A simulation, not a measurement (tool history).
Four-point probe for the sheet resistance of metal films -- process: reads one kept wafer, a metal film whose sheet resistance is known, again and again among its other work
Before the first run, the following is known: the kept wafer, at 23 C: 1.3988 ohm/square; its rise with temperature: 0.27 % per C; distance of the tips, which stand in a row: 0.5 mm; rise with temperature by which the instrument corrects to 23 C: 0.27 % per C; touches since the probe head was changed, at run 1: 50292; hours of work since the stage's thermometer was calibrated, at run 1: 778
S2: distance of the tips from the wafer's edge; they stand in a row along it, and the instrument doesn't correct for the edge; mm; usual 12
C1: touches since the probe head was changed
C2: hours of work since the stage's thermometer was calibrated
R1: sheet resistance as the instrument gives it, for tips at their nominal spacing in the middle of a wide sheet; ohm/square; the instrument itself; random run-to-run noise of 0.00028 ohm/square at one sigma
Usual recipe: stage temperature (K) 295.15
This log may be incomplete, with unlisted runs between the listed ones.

run 1 hour=0 | stage_temperature_(K)=295.15 S2=12 | C1=50292 C2=778 | R1=1.404565
run 2 hour=25 | stage_temperature_(K)=295.15 S2=12 | C1=51529 C2=792 | R1=1.40465
run 3 hour=42 | stage_temperature_(K)=295.15 S2=4 | C1=52366 C2=802 | R1=1.416063
run 4 hour=57.2 | stage_temperature_(K)=305.15 S2=12 | C1=53120 C2=811 | R1=1.40453
run 5 hour=80.7 | stage_temperature_(K)=292.15 S2=12 | C1=54284 C2=824 | R1=1.40579
run 6 hour=105.2 | stage_temperature_(K)=292.15 S2=12 | C1=55491 C2=838 | R1=1.405743
run 7 hour=121.2 | stage_temperature_(K)=292.15 S2=12 | C1=56286 C2=847 | R1=1.404987
run 8 hour=148.2 | stage_temperature_(K)=302.15 S2=12 | C1=57616 C2=862 | R1=1.405451
run 9 hour=174.3 | stage_temperature_(K)=302.15 S2=12 | C1=58910 C2=877 | R1=1.405594
run 10 hour=193.1 | stage_temperature_(K)=295.15 S2=5 | C1=59836 C2=888 | R1=1.41232
run 11 hour=204.8 | stage_temperature_(K)=295.15 S2=5 | C1=60419 C2=895 | R1=1.411993
run 12 hour=228.9 | stage_temperature_(K)=295.15 S2=68 | C1=61609 C2=908 | R1=1.404265
run 13 hour=250.9 | stage_temperature_(K)=295.15 S2=9 | C1=62695 C2=921 | R1=1.406765
run 14 hour=265.1 | stage_temperature_(K)=295.15 S2=12 | C1=63398 C2=929 | R1=1.406084
run 15 hour=281.8 | stage_temperature_(K)=295.15 S2=12 | C1=64221 C2=938 | R1=1.405791
run 16 hour=293.5 | stage_temperature_(K)=295.15 S2=12 | C1=64804 C2=945 | R1=1.405401
run 17 hour=318.8 | stage_temperature_(K)=295.15 S2=12 | C1=66053 C2=959 | R1=1.406263
run 18 hour=345.9 | stage_temperature_(K)=295.15 S2=5 | C1=67394 C2=975 | R1=1.412443
run 19 hour=365.5 | stage_temperature_(K)=295.15 S2=12 | C1=68363 C2=986 | R1=1.406163
run 20 hour=390.8 | stage_temperature_(K)=295.15 S2=12 | C1=69614 C2=1000 | R1=1.405974
run 21 hour=417.9 | stage_temperature_(K)=294.15 S2=6 | C1=70952 C2=1016 | R1=1.410227
run 22 hour=435.4 | stage_temperature_(K)=298.15 S2=5 | C1=71816 C2=1026 | R1=1.412456
run 23 hour=452.2 | stage_temperature_(K)=298.15 S2=5 | C1=72645 C2=1035 | R1=1.412618
run 24 hour=480.9 | stage_temperature_(K)=299.15 S2=14 | C1=74066 C2=1051 | R1=1.406184
run 25 hour=498.5 | stage_temperature_(K)=297.15 S2=57 | C1=74936 C2=1061 | R1=1.404552
run 26 hour=519.9 | stage_temperature_(K)=298.15 S2=3 | C1=75991 C2=1074 | R1=1.425737
run 27 hour=545.4 | stage_temperature_(K)=295.15 S2=10 | C1=77256 C2=1088 | R1=1.407231
run 28 hour=563.2 | stage_temperature_(K)=304.15 S2=6 | C1=78136 C2=1098 | R1=1.410203
run 29 hour=582.1 | stage_temperature_(K)=307.15 S2=3 | C1=79068 C2=1109 | R1=1.425913

Estimate the outcome of run 30 from the log above:
run 30 hour=593.9 | stage_temperature_(K)=307.15 S2=3 | C1=79654 C2=1116 | R1=?

{"run 30": {"R1": 1.425347}}
Minus the tool's unlogged condition, the same run would have read R1 1.418709 ohm/square.

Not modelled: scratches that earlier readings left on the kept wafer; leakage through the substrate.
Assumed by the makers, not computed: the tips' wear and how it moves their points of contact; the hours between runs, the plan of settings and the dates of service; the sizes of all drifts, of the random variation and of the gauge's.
